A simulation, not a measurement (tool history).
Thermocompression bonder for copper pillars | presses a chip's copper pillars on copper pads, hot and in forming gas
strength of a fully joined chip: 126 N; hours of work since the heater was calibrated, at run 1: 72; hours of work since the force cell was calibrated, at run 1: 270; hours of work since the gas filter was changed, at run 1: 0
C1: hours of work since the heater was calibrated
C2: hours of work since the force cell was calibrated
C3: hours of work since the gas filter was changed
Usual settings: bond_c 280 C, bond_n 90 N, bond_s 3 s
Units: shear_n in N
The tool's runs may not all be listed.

{"run": 1, "hour": 0.0, "bond_c": 280, "bond_n": 90, "bond_s": 3, "C1": 72, "C2": 270, "C3": 0, "shear_n": 52.7}
{"run": 2, "hour": 14.5, "bond_c": 280, "bond_n": 90, "bond_s": 3, "C1": 83, "C2": 280, "C3": 11, "shear_n": 51.9}
{"run": 3, "hour": 28.4, "bond_c": 280, "bond_n": 90, "bond_s": 3, "C1": 93, "C2": 291, "C3": 21, "shear_n": 52.2}
{"run": 4, "hour": 42.4, "bond_c": 280, "bond_n": 90, "bond_s": 3, "C1": 104, "C2": 302, "C3": 32, "shear_n": 51.6}
{"run": 5, "hour": 53.7, "bond_c": 280, "bond_n": 90, "bond_s": 3, "C1": 112, "C2": 310, "C3": 40, "shear_n": 51.1}
{"run": 6, "hour": 68.0, "bond_c": 280, "bond_n": 109, "bond_s": 3, "C1": 123, "C2": 321, "C3": 51, "shear_n": 59.3}
{"run": 7, "hour": 76.1, "bond_c": 282, "bond_n": 69, "bond_s": 6, "C1": 129, "C2": 327, "C3": 57, "shear_n": 50.9}
{"run": 8, "hour": 89.6, "bond_c": 282, "bond_n": 67, "bond_s": 7, "C1": 139, "C2": 337, "C3": 67, "shear_n": 51.6}
{"run": 9, "hour": 100.1, "bond_c": 304, "bond_n": 79, "bond_s": 2, "C1": 147, "C2": 345, "C3": 75, "shear_n": 51.3}
{"run": 10, "hour": 108.8, "bond_c": 265, "bond_n": 113, "bond_s": 3, "C1": 154, "C2": 351, "C3": 82, "shear_n": 48.3}

Some steps in shear_n between neighbouring runs. How much of each would the tool show without its hidden state too (settings, what came in, random variation), and how much is left for the hidden state, with any gauge scatter that isn't in both results?
The hidden state here: true temperature of the bond over the reading, C; force that reaches the chip, % of what is set; oxide that the forming gas leaves, % of the face; drift of the gauge itself on shear_n, %.
Run 5 -> 6: bond_n 90 -> 109. shear_n +8.2 N: hidden state -1.2, all else +9.4.
Run 6 -> 7: bond_c 280 -> 282, bond_n 109 -> 69, bond_s 3 -> 6. shear_n -8.4 N: hidden state +0.1, all else -8.5.
